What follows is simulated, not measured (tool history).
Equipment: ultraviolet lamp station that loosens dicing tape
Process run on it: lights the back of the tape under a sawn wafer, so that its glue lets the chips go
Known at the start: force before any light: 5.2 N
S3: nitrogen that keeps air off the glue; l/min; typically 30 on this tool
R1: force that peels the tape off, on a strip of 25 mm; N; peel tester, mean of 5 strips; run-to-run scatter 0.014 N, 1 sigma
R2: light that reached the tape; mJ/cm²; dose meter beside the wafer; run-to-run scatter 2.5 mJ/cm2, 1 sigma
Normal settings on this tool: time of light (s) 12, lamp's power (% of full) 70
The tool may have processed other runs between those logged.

{"run": 1, "hour": 0.0, "time of light (s)": 12, "lamp's power (% of full)": 70, "S3": 30, "R1": 0.782, "R2": 259}
{"run": 2, "hour": 13.6, "time of light (s)": 12, "lamp's power (% of full)": 70, "S3": 30, "R1": 0.794, "R2": 259}
{"run": 3, "hour": 24.4, "time of light (s)": 12, "lamp's power (% of full)": 70, "S3": 30, "R1": 0.789, "R2": 256}
{"run": 4, "hour": 38.8, "time of light (s)": 12, "lamp's power (% of full)": 70, "S3": 12, "R1": 1.101, "R2": 258}
{"run": 5, "hour": 48.8, "time of light (s)": 12, "lamp's power (% of full)": 70, "S3": 30, "R1": 0.766, "R2": 256}
{"run": 6, "hour": 70.2, "time of light (s)": 12, "lamp's power (% of full)": 70, "S3": 30, "R1": 0.793, "R2": 256}
{"run": 7, "hour": 85.3, "time of light (s)": 12, "lamp's power (% of full)": 70, "S3": 30, "R1": 0.765, "R2": 254}
{"run": 8, "hour": 107.5, "time of light (s)": 12, "lamp's power (% of full)": 70, "S3": 30, "R1": 0.828, "R2": 252}
{"run": 9, "hour": 126.9, "time of light (s)": 18, "lamp's power (% of full)": 70, "S3": 30, "R1": 0.433, "R2": 377}
{"run": 10, "hour": 140.7, "time of light (s)": 22, "lamp's power (% of full)": 70, "S3": 30, "R1": 0.328, "R2": 457}
{"run": 11, "hour": 156.6, "time of light (s)": 22, "lamp's power (% of full)": 70, "S3": 30, "R1": 0.322, "R2": 463}
{"run": 12, "hour": 175.4, "time of light (s)": 22, "lamp's power (% of full)": 70, "S3": 30, "R1": 0.326, "R2": 465}
{"run": 13, "hour": 187.3, "time of light (s)": 22, "lamp's power (% of full)": 78, "S3": 24, "R1": 0.301, "R2": 508}
{"run": 14, "hour": 200.7, "time of light (s)": 18, "lamp's power (% of full)": 70, "S3": 43, "R1": 0.382, "R2": 376}
{"run": 15, "hour": 218.3, "time of light (s)": 23, "lamp's power (% of full)": 61, "S3": 36, "R1": 0.345, "R2": 416}
{"run": 16, "hour": 238.2, "time of light (s)": 21, "lamp's power (% of full)": 74, "S3": 30, "R1": 0.347, "R2": 456}
{"run": 17, "hour": 255.2, "time of light (s)": 21, "lamp's power (% of full)": 74, "S3": 30, "R1": 0.338, "R2": 458}
{"run": 18, "hour": 267.3, "time of light (s)": 13, "lamp's power (% of full)": 72, "S3": 30, "R1": 0.706, "R2": 276}
{"run": 19, "hour": 289.5, "time of light (s)": 12, "lamp's power (% of full)": 66, "S3": 52, "R1": 0.771, "R2": 228}
{"run": 20, "hour": 304.4, "time of light (s)": 12, "lamp's power (% of full)": 66, "S3": 52, "R1": 0.793, "R2": 230}
{"run": 21, "hour": 325.5, "time of light (s)": 11, "lamp's power (% of full)": 70, "S3": 50, "R1": 0.852, "R2": 222}
{"run": 22, "hour": 340.4, "time of light (s)": 11, "lamp's power (% of full)": 70, "S3": 50, "R1": 0.849, "R2": 225}
{"run": 23, "hour": 362.1, "time of light (s)": 13, "lamp's power (% of full)": 64, "S3": 58, "R1": 0.757, "R2": 237}

Pick out some run-to-run changes in R1. Of each, how much would a tool without hidden state show as well, from the settings, what came in and chance, and how much is left for the hidden state and any gauge scatter not in both results compared?
Hidden conditions of the tool in this case: lamp's light, % of a new lamp's; light that the window lets through, % of a clean one's; drift of the gauge itself on peel_n, %; drift of the gauge itself on dose_mj_cm2, %.
Run 8 -> 9: time of light (s) 12 -> 18. R1 -0.395 N: hidden state -0.082, all else -0.313.
Run 17 -> 18: time of light (s) 21 -> 13, lamp's power (% of full) 74 -> 72. R1 +0.368 N: hidden state +0.113, all else +0.255.

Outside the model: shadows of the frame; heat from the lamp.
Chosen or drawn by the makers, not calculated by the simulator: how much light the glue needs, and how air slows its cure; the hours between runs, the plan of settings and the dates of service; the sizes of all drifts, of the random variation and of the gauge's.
